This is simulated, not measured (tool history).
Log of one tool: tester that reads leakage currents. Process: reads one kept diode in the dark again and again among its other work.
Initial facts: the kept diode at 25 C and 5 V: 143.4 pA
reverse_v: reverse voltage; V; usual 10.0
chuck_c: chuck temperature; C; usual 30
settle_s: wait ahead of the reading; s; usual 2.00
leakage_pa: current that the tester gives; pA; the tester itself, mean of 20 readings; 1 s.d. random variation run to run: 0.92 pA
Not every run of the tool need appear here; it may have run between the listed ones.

{"run": 1, "hour": 0.0, "reverse_v": 10.0, "chuck_c": 30, "settle_s": 2.0, "leakage_pa": 301.24}
{"run": 2, "hour": 23.4, "reverse_v": 10.0, "chuck_c": 30, "settle_s": 1.92, "leakage_pa": 304.5}
{"run": 3, "hour": 62.8, "reverse_v": 10.0, "chuck_c": 30, "settle_s": 1.19, "leakage_pa": 300.88}
{"run": 4, "hour": 95.5, "reverse_v": 10.0, "chuck_c": 30, "settle_s": 1.14, "leakage_pa": 300.36}
{"run": 5, "hour": 123.2, "reverse_v": 10.0, "chuck_c": 32, "settle_s": 2.0, "leakage_pa": 355.52}
{"run": 6, "hour": 159.7, "reverse_v": 10.0, "chuck_c": 32, "settle_s": 2.0, "leakage_pa": 350.39}
{"run": 7, "hour": 199.5, "reverse_v": 10.0, "chuck_c": 30, "settle_s": 5.04, "leakage_pa": 294.44}
{"run": 8, "hour": 240.1, "reverse_v": 10.0, "chuck_c": 30, "settle_s": 5.04, "leakage_pa": 293.58}
{"run": 9, "hour": 289.3, "reverse_v": 10.0, "chuck_c": 30, "settle_s": 2.0, "leakage_pa": 292.64}
{"run": 10, "hour": 333.4, "reverse_v": 10.0, "chuck_c": 30, "settle_s": 2.0, "leakage_pa": 289.35}
{"run": 11, "hour": 363.4, "reverse_v": 10.0, "chuck_c": 36, "settle_s": 0.89, "leakage_pa": 479.62}
{"run": 12, "hour": 409.3, "reverse_v": 9.1, "chuck_c": 21, "settle_s": 7.34, "leakage_pa": 127.39}
{"run": 13, "hour": 456.1, "reverse_v": 4.9, "chuck_c": 21, "settle_s": 0.54, "leakage_pa": 95.76}
{"run": 14, "hour": 501.8, "reverse_v": 6.5, "chuck_c": 22, "settle_s": 3.52, "leakage_pa": 116.42}
{"run": 15, "hour": 551.8, "reverse_v": 10.0, "chuck_c": 30, "settle_s": 1.68, "leakage_pa": 282.81}
{"run": 16, "hour": 592.8, "reverse_v": 2.3, "chuck_c": 30, "settle_s": 0.94, "leakage_pa": 141.8}
{"run": 17, "hour": 630.6, "reverse_v": 2.3, "chuck_c": 30, "settle_s": 0.94, "leakage_pa": 141.74}
{"run": 18, "hour": 669.2, "reverse_v": 7.5, "chuck_c": 53, "settle_s": 0.59, "leakage_pa": 1556.31}
{"run": 19, "hour": 703.0, "reverse_v": 7.5, "chuck_c": 53, "settle_s": 0.59, "leakage_pa": 1555.93}
{"run": 20, "hour": 725.4, "reverse_v": 7.5, "chuck_c": 53, "settle_s": 0.59, "leakage_pa": 1545.9}

What would each run have given without the hidden state, its run-to-run variation left as it was?
Hidden state at play: stray current of the dirty probe card, pA a volt; current scale over the true one, %; true chuck temperature over the reading, C; drift of the gauge itself on leakage_pa, %.
run=1 leakage_pa=305.50
run=2 leakage_pa=309.78
run=3 leakage_pa=307.49
run=4 leakage_pa=308.08
run=5 leakage_pa=367.19
run=6 leakage_pa=363.58
run=7 leakage_pa=305.93
run=8 leakage_pa=306.56
run=9 leakage_pa=307.31
run=10 leakage_pa=305.72
run=11 leakage_pa=513.71
run=12 leakage_pa=131.52
run=13 leakage_pa=101.35
run=14 leakage_pa=123.56
run=15 leakage_pa=306.95
run=16 leakage_pa=157.96
run=17 leakage_pa=158.63
run=18 leakage_pa=1741.82
run=19 leakage_pa=1747.86
run=20 leakage_pa=1741.23
